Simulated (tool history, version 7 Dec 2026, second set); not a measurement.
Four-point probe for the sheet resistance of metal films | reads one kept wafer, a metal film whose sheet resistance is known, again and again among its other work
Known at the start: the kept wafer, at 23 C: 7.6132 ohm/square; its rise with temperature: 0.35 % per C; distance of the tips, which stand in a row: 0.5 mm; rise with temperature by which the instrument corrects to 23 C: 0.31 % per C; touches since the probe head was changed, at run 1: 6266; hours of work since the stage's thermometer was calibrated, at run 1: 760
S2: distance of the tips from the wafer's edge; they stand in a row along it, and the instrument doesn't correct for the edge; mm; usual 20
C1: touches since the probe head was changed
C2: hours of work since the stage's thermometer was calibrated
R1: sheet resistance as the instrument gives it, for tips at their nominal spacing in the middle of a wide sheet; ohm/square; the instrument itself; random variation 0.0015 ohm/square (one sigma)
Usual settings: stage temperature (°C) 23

Run 1, hour 0.0: usual settings; C1 6266; C2 760. Result: R1 7.612517 ohm/square.
Run 2, hour 62.5: usual settings; C1 7158; C2 788. Result: R1 7.612617 ohm/square.
Run 3, hour 111.1: usual settings; C1 7853; C2 809. Result: R1 7.615063 ohm/square.
Run 4, hour 155.7: usual settings; C1 8489; C2 829. Result: R1 7.614919 ohm/square.
Run 5, hour 217.4: usual settings; C1 9370; C2 857. Result: R1 7.616130 ohm/square.
Run 6, hour 267.7: usual settings; C1 10088; C2 879. Result: R1 7.616487 ohm/square.
Run 7, hour 341.4: usual settings; C1 11139; C2 912. Result: R1 7.618076 ohm/square.
Run 8, hour 422.3: usual settings; C1 12294; C2 948. Result: R1 7.615331 ohm/square.
Run 9, hour 510.8: usual settings; C1 13558; C2 987. Result: R1 7.619025 ohm/square.
Run 10, hour 567.7: usual settings; C1 14370; C2 1013. Result: R1 7.617761 ohm/square.
Run 11, hour 631.4: usual settings but S2 8 mm; C1 15280; C2 1041. Result: R1 7.632334 ohm/square.
Run 12, hour 675.2: usual settings but S2 8 mm; C1 15906; C2 1060. Result: R1 7.634050 ohm/square.
Run 13, hour 758.7: usual settings but S2 8 mm; C1 17096; C2 1098. Result: R1 7.632494 ohm/square.
Run 14, hour 851.8: usual settings; C1 18426; C2 1139. Result: R1 7.621729 ohm/square.
Run 15, hour 946.7: usual settings but stage temperature (°C) 22, S2 14 mm; C1 19781; C2 1181. Result: R1 7.621769 ohm/square.
Run 16, hour 1023.0: usual settings but stage temperature (°C) 22, S2 14 mm; C1 20870; C2 1215. Result: R1 7.623397 ohm/square.
Run 17, hour 1113.7: usual settings but stage temperature (°C) 26, S2 5 mm; C1 22165; C2 1256. Result: R1 7.672100 ohm/square.
Run 18, hour 1159.2: usual settings but S2 16 mm; C1 22815; C2 1276. Result: R1 7.626070 ohm/square.
At hour 1169.1: stage's thermometer calibrated.
Run 19, hour 1249.6: usual settings but stage temperature (°C) 30, S2 22 mm; C1 24099; C2 36. Result: R1 7.650454 ohm/square.
Run 20, hour 1315.4: usual settings but stage temperature (°C) 28; C1 25037; C2 65. Result: R1 7.645366 ohm/square.
Run 21, hour 1392.5: usual settings but stage temperature (°C) 30; C1 26138; C2 99. Result: R1 7.649284 ohm/square.
At hour 1431.5: stage's thermometer calibrated, once more.
Run 22, hour 1442.7: usual settings but stage temperature (°C) 19, S2 11 mm; C1 26847; C2 5. Result: R1 7.611794 ohm/square.
Run 23, hour 1488.3: usual settings but stage temperature (°C) 19, S2 11 mm; C1 27498; C2 25. Result: R1 7.612699 ohm/square.
Run 24, hour 1583.5: usual settings but stage temperature (°C) 19, S2 11 mm; C1 28857; C2 68. Result: R1 7.612845 ohm/square.
Run 25, hour 1686.5: usual settings but stage temperature (°C) 31, S2 10 mm; C1 30328; C2 114. Result: R1 7.656055 ohm/square.
Run 26, hour 1782.2: usual settings but stage temperature (°C) 27, S2 9 mm; C1 31694; C2 156. Result: R1 7.648476 ohm/square.
Run 27, hour 1872.0: usual settings but stage temperature (°C) 22; C1 32976; C2 196. Result: R1 7.619380 ohm/square.
Run 28, hour 1966.5: usual settings but stage temperature (°C) 22; C1 34325; C2 238. Result: R1 7.618906 ohm/square.

Measured less the same run without the tool's hidden state. The same run-to-run variation is in both; the gauge's scatter may not be:
The hidden state here: inner tips' distance over the nominal, %; tips' flats over new ones', %; wafer's true temperature over the reading, C; drift of the gauge itself on sheet_ohm, %.
run         R1
  1  -0.002645
  2  -0.002026
  3  -0.001495
  4  -0.001068
  5  -0.000442
  6  +0.000035
  7  +0.000783
  8  +0.001606
  9  +0.002511
 10  +0.003081
 11  +0.003732
 12  +0.004181
 13  +0.005030
 14  +0.005997
 15  +0.006962
 16  +0.007691
 17  +0.008496
 18  +0.008955
 19  +0.011902
 20  +0.012646
 21  +0.013432
 22  +0.002818
 23  +0.003271
 24  +0.004238
 25  +0.005233
 26  +0.006199
 27  +0.007148
 28  +0.008062

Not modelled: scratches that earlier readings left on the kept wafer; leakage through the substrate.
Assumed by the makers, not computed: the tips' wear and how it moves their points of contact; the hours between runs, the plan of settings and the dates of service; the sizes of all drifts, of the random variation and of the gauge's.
